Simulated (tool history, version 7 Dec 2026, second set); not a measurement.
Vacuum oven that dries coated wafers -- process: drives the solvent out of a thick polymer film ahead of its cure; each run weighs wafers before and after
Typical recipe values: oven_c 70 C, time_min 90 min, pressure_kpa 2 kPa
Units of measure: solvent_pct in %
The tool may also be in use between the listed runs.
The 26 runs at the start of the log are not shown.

run	hour	oven_c	time_min	pressure_kpa	hours of work since the thermocouples were calibrated	hours of work since the vacuum gauge was cleaned of residue	solvent_pct
27	513.1	70	97	3.65	299	665	2.65
28	531.4	70	90	4.85	309	675	3.42
29	552	62	90	4.85	320	685	6.6
30	573.9	70	70	2	331	697	2.79
31	597.9	60	92	2.55	344	710	5.8
32	610.4	60	92	2.55	350	716	5.83
33	629.3	60	92	2.55	360	726	5.85
34	652.2	80	90	1.51	372	738	0.67
35	678.7	70	60	4.95	386	752	4.86
36	693.3	70	60	4.95	394	760	4.94
37	717.4	70	90	2.97	407	772	2.35
38	732	70	90	2.97	414	780	2.45
39	758.1	82	72	2.97	428	794	1.06
40	770.9	82	57	2.98	435	801	1.29
41	798.2	59	90	5.81	449	815	8.56

Consider 4 possible next runs. They are alternatives, not a sequence: every one starts from the tool as it was left by run 41. What does each give?
A	810.8	59	90	6.09	456	821	?
B	810.8	79	90	1.7	456	821	?
C	810.8	70	138	2.63	456	821	?
D	810.8	73	52	2.51	456	821	?

run	solvent_pct
A	8.73
B	0.78
C	1.61
D	3.16
Had the tool no hidden state, the same runs would have come out as:
run	solvent_pct
A	9.18
B	0.77
C	1.64
D	3.45
